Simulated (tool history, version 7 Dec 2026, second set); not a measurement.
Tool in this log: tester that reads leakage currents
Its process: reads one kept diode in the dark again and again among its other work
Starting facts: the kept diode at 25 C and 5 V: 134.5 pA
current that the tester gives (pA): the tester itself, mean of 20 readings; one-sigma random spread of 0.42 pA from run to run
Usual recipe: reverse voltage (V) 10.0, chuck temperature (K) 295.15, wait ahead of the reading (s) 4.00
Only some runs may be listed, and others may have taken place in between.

| run | day | reverse voltage (V) | chuck temperature (K) | wait ahead of the reading (s) | current that the tester gives (pA) |
|---|---|---|---|---|---|
| 1 | 0.000 | 10.0 | 295.15 | 4.00 | 123.99 |
|  | 2.917 | chuck's temperature calibrated |
| 2 | 4.062 | 10.0 | 295.15 | 4.00 | 139.61 |
| 3 | 11.608 | 10.0 | 295.15 | 4.00 | 138.67 |
| 4 | 20.521 | 10.0 | 295.15 | 4.00 | 138.28 |
| 5 | 28.446 | 10.0 | 295.15 | 4.00 | 136.89 |
| 6 | 33.092 | 10.0 | 294.15 | 4.00 | 124.27 |
| 7 | 37.208 | 10.0 | 294.15 | 4.00 | 124.43 |
| 8 | 41.596 | 10.0 | 294.15 | 4.00 | 123.96 |
| 9 | 49.104 | 10.0 | 294.15 | 5.16 | 123.77 |
| 10 | 52.900 | 18.8 | 295.15 | 4.00 | 179.63 |
| 11 | 60.938 | 18.8 | 295.15 | 4.00 | 178.44 |
|  | 63.971 | probe card cleaned and baked |
| 12 | 66.558 | 18.8 | 295.15 | 4.00 | 169.47 |
| 13 | 75.942 | 18.8 | 295.15 | 4.00 | 169.05 |
| 14 | 82.275 | 18.8 | 295.15 | 4.00 | 168.66 |
| 15 | 86.962 | 10.0 | 318.15 | 4.00 | 963.87 |
| 16 | 94.892 | 10.0 | 318.15 | 4.00 | 949.64 |
| 17 | 99.750 | 10.0 | 295.15 | 4.00 | 125.71 |
| 18 | 105.588 | 1.1 | 326.15 | 4.00 | 696.29 |
| 19 | 112.412 | 2.7 | 303.15 | 1.79 | 147.29 |
| 20 | 117.846 | 7.3 | 314.15 | 2.85 | 586.31 |
|  | 118.888 | chuck's temperature calibrated |
| 21 | 124.242 | 7.3 | 314.15 | 2.85 | 643.75 |
| 22 | 131.096 | 7.3 | 314.15 | 2.85 | 635.39 |
| 23 | 139.329 | 1.7 | 314.15 | 0.87 | 336.12 |
| 24 | 143.738 | 5.2 | 299.15 | 2.20 | 146.73 |
| 25 | 151.371 | 1.7 | 324.15 | 4.00 | 755.78 |
| 26 | 155.717 | 10.0 | 329.15 | 4.00 | 2369.22 |
| 27 | 160.521 | 10.0 | 296.15 | 0.81 | 151.01 |
|  | 167.708 | probe card cleaned and baked |
| 28 | 167.821 | 1.2 | 296.15 | 3.20 | 56.26 |
| 29 | 173.533 | 1.2 | 296.15 | 3.20 | 56.16 |
| 30 | 179.175 | 1.2 | 296.15 | 3.20 | 56.06 |
| 31 | 185.996 | 1.2 | 309.15 | 3.20 | 179.65 |
| 32 | 194.696 | 10.0 | 310.15 | 2.90 | 486.29 |
| 33 | 202.275 | 10.0 | 310.15 | 2.90 | 483.26 |

For some of the steps in current that the tester gives (pA) from one run to the next: how much would appear even if the tool had no hidden state, given the settings, what came in and random variation, and how much remains for the hidden state plus any gauge scatter that the measured result and the result without hidden state don't share?
Unlogged tool condition in this case: stray current of the dirty probe card, pA a volt; current scale over the true one, %; true chuck temperature over the reading, C; drift of the gauge itself on leakage_pa, %.
Run 16 -> 17: chuck temperature (K) 318.15 -> 295.15. current that the tester gives (pA) -823.93: hidden state +74.18, all else -898.11.
Run 25 -> 26: reverse voltage (V) 1.7 -> 10.0, chuck temperature (K) 324.15 -> 329.15. current that the tester gives (pA) +1613.44: hidden state -78.76, all else +1692.20.
Run 26 -> 27: chuck temperature (K) 329.15 -> 296.15, wait ahead of the reading (s) 4.00 -> 0.81. current that the tester gives (pA) -2218.21: hidden state +109.23, all else -2327.44.
